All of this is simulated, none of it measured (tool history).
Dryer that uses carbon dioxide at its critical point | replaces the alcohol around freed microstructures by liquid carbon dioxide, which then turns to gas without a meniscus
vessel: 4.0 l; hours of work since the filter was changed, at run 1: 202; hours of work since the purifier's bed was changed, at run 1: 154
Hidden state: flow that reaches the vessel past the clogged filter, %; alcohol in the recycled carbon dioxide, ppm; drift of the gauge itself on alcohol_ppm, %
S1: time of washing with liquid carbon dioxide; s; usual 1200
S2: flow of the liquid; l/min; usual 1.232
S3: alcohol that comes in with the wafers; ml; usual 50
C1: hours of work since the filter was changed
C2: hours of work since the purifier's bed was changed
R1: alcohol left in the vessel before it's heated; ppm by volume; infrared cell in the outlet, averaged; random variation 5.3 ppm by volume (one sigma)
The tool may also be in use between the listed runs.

{"run": 1, "hour": 0.0, "S1": 1200, "S2": 1.232, "S3": 50, "C1": 202, "C2": 154, "R1": 197}
{"run": 2, "hour": 9.3, "S1": 1200, "S2": 1.232, "S3": 50, "C1": 209, "C2": 161, "R1": 200}
{"hour": 14.7, "done": "inlet filter changed"}
{"run": 3, "hour": 27.0, "S1": 720, "S2": 1.232, "S3": 50, "C1": 8, "C2": 172, "R1": 751}
{"run": 4, "hour": 41.7, "S1": 900, "S2": 1.232, "S3": 50, "C1": 19, "C2": 182, "R1": 378}
{"run": 5, "hour": 60.6, "S1": 900, "S2": 1.232, "S3": 50, "C1": 31, "C2": 195, "R1": 380}
{"run": 6, "hour": 68.9, "S1": 900, "S2": 1.232, "S3": 50, "C1": 37, "C2": 201, "R1": 393}
{"run": 7, "hour": 82.2, "S1": 900, "S2": 1.232, "S3": 50, "C1": 46, "C2": 210, "R1": 408}
{"run": 8, "hour": 91.7, "S1": 1200, "S2": 1.232, "S3": 50, "C1": 53, "C2": 216, "R1": 137}
{"run": 9, "hour": 103.8, "S1": 1200, "S2": 1.232, "S3": 50, "C1": 61, "C2": 224, "R1": 147}
{"run": 10, "hour": 118.3, "S1": 1200, "S2": 1.232, "S3": 50, "C1": 71, "C2": 234, "R1": 145}
{"run": 11, "hour": 129.2, "S1": 1200, "S2": 1.232, "S3": 50, "C1": 78, "C2": 242, "R1": 155}
{"run": 12, "hour": 139.8, "S1": 1200, "S2": 1.232, "S3": 50, "C1": 86, "C2": 249, "R1": 157}
{"run": 13, "hour": 155.4, "S1": 1200, "S2": 1.232, "S3": 50, "C1": 96, "C2": 260, "R1": 165}
{"run": 14, "hour": 166.2, "S1": 1200, "S2": 1.52, "S3": 50, "C1": 104, "C2": 267, "R1": 79}
{"run": 15, "hour": 178.0, "S1": 1200, "S2": 1.232, "S3": 30, "C1": 112, "C2": 275, "R1": 115}
{"run": 16, "hour": 196.3, "S1": 1200, "S2": 1.232, "S3": 41, "C1": 124, "C2": 288, "R1": 145}
{"run": 17, "hour": 205.0, "S1": 1200, "S2": 1.232, "S3": 41, "C1": 130, "C2": 294, "R1": 140}
{"run": 18, "hour": 221.2, "S1": 1200, "S2": 1.232, "S3": 50, "C1": 141, "C2": 305, "R1": 183}
{"run": 19, "hour": 236.2, "S1": 1200, "S2": 1.232, "S3": 50, "C1": 151, "C2": 315, "R1": 182}
{"run": 20, "hour": 244.6, "S1": 1200, "S2": 1.232, "S3": 50, "C1": 157, "C2": 321, "R1": 189}
{"run": 21, "hour": 263.8, "S1": 1200, "S2": 1.232, "S3": 50, "C1": 170, "C2": 334, "R1": 186}
{"run": 22, "hour": 271.6, "S1": 960, "S2": 1.232, "S3": 50, "C1": 176, "C2": 339, "R1": 419}
{"run": 23, "hour": 283.5, "S1": 960, "S2": 1.232, "S3": 50, "C1": 184, "C2": 347, "R1": 422}
{"run": 24, "hour": 292.3, "S1": 1560, "S2": 2.06, "S3": 32, "C1": 190, "C2": 353, "R1": 41}
{"run": 25, "hour": 310.9, "S1": 1440, "S2": 1.232, "S3": 50, "C1": 202, "C2": 366, "R1": 109}
{"hour": 325.2, "done": "inlet filter changed"}
{"run": 26, "hour": 325.2, "S1": 1440, "S2": 1.232, "S3": 50, "C1": 0, "C2": 375, "R1": 76}
{"run": 27, "hour": 335.1, "S1": 1140, "S2": 0.94, "S3": 84, "C1": 7, "C2": 382, "R1": 669}
{"run": 28, "hour": 351.5, "S1": 900, "S2": 1.33, "S3": 43, "C1": 18, "C2": 393, "R1": 260}
{"run": 29, "hour": 365.9, "S1": 1680, "S2": 0.77, "S3": 36, "C1": 28, "C2": 403, "R1": 168}
{"run": 30, "hour": 382.6, "S1": 780, "S2": 0.77, "S3": 36, "C1": 39, "C2": 414, "R1": 1330}
{"run": 31, "hour": 392.3, "S1": 1560, "S2": 0.77, "S3": 23, "C1": 46, "C2": 421, "R1": 163}
{"run": 32, "hour": 404.0, "S1": 720, "S2": 1.48, "S3": 107, "C1": 54, "C2": 429, "R1": 997}
{"run": 33, "hour": 419.4, "S1": 1200, "S2": 1.22, "S3": 93, "C1": 64, "C2": 439, "R1": 270}
{"run": 34, "hour": 428.7, "S1": 1200, "S2": 1.22, "S3": 93, "C1": 71, "C2": 446, "R1": 271}
{"run": 35, "hour": 436.6, "S1": 1200, "S2": 1.27, "S3": 62, "C1": 76, "C2": 451, "R1": 179}
{"run": 36, "hour": 445.4, "S1": 1200, "S2": 1.27, "S3": 118, "C1": 82, "C2": 457, "R1": 308}
{"run": 37, "hour": 456.2, "S1": 960, "S2": 0.99, "S3": 45, "C1": 90, "C2": 465, "R1": 608}
{"run": 38, "hour": 467.4, "S1": 960, "S2": 0.99, "S3": 45, "C1": 97, "C2": 472, "R1": 601}
{"run": 39, "hour": 486.7, "S1": 960, "S2": 0.99, "S3": 45, "C1": 110, "C2": 486, "R1": 631}
{"run": 40, "hour": 494.8, "S1": 720, "S2": 0.76, "S3": 78, "C1": 116, "C2": 491, "R1": 3640}
{"run": 41, "hour": 511.4, "S1": 1020, "S2": 1.232, "S3": 50, "C1": 127, "C2": 502, "R1": 314}
{"run": 42, "hour": 525.8, "S1": 1020, "S2": 1.75, "S3": 79, "C1": 137, "C2": 512, "R1": 130}
{"run": 43, "hour": 537.3, "S1": 1800, "S2": 1.232, "S3": 22, "C1": 145, "C2": 520, "R1": 52}
{"run": 44, "hour": 555.1, "S1": 1080, "S2": 0.75, "S3": 59, "C1": 157, "C2": 532, "R1": 1357}
{"run": 45, "hour": 565.2, "S1": 1560, "S2": 1.6, "S3": 35, "C1": 164, "C2": 539, "R1": 45}
{"run": 46, "hour": 582.6, "S1": 1200, "S2": 1.23, "S3": 50, "C1": 176, "C2": 551, "R1": 199}

Forecast each of these 5 alternatives for the next run:
{"run": "A", "hour": 596.8, "S1": 1200, "S2": 1.15, "S3": 50, "C1": 186, "C2": 561, "R1": "?"}
{"run": "B", "hour": 596.8, "S1": 1140, "S2": 1.08, "S3": 28, "C1": 186, "C2": 561, "R1": "?"}
{"run": "C", "hour": 596.8, "S1": 1200, "S2": 0.78, "S3": 89, "C1": 186, "C2": 561, "R1": "?"}
{"run": "D", "hour": 596.8, "S1": 1080, "S2": 1.46, "S3": 27, "C1": 186, "C2": 561, "R1": "?"}
{"run": "E", "hour": 596.8, "S1": 1080, "S2": 1.64, "S3": 50, "C1": 186, "C2": 561, "R1": "?"}

run=A R1=259
run=B R1=228
run=C R1=1417
run=D R1=114
run=E R1=116
Without the tool's hidden state the same runs would have given:
run=A R1=148
run=B R1=131
run=C R1=1032
run=D R1=50
run=E R1=48
